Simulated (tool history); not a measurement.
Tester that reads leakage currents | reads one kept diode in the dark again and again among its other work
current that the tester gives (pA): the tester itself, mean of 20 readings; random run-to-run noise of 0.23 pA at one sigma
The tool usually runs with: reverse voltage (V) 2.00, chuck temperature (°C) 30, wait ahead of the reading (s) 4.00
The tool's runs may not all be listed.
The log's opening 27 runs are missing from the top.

run	day	reverse voltage (V)	chuck temperature (°C)	wait ahead of the reading (s)	hours of work since the probe card was cleaned	hours of work since the tester was calibrated	hours of work since the chuck was calibrated	current that the tester gives (pA)
28	32.792	2.00	30	4.00	267	842	51	76.96
29	33.617	13.92	30	4.00	282	857	65	178.07
30	34.800	13.92	38	4.00	303	878	87	327.35
31	35.767	13.92	58	2.57	320	895	104	1352.00
32	37.354	2.27	43	4.00	349	924	132	221.09
33	38.821	6.93	30	4.00	375	950	159	133.41
34	39.558	1.60	30	4.00	388	963	172	71.24
35	40.646	1.62	30	4.00	408	983	191	71.69
36	41.842	1.62	53	4.00	429	1004	213	396.48
37	43.204	13.87	24	4.00	453	1028	237	117.57
38	44.225	13.87	24	4.00	472	1047	255	117.85
39	45.121	1.46	41	7.91	488	1063	271	160.96
40	46.592	1.46	41	7.91	514	1089	298	161.44

3 options for the next run, each taken on its own from the tool as it stands now. Forecast them:
A	47.883	2.00	37	0.87	537	1112	321	?
B	47.883	2.00	30	0.50	537	1112	321	?
C	47.883	1.46	49	7.91	537	1112	321	?

run	current that the tester gives (pA)
A	137.18
B	80.13
C	288.50
Without the tool's unlogged condition, the same runs would have read:
run	current that the tester gives (pA)
A	131.20
B	75.83
C	278.81

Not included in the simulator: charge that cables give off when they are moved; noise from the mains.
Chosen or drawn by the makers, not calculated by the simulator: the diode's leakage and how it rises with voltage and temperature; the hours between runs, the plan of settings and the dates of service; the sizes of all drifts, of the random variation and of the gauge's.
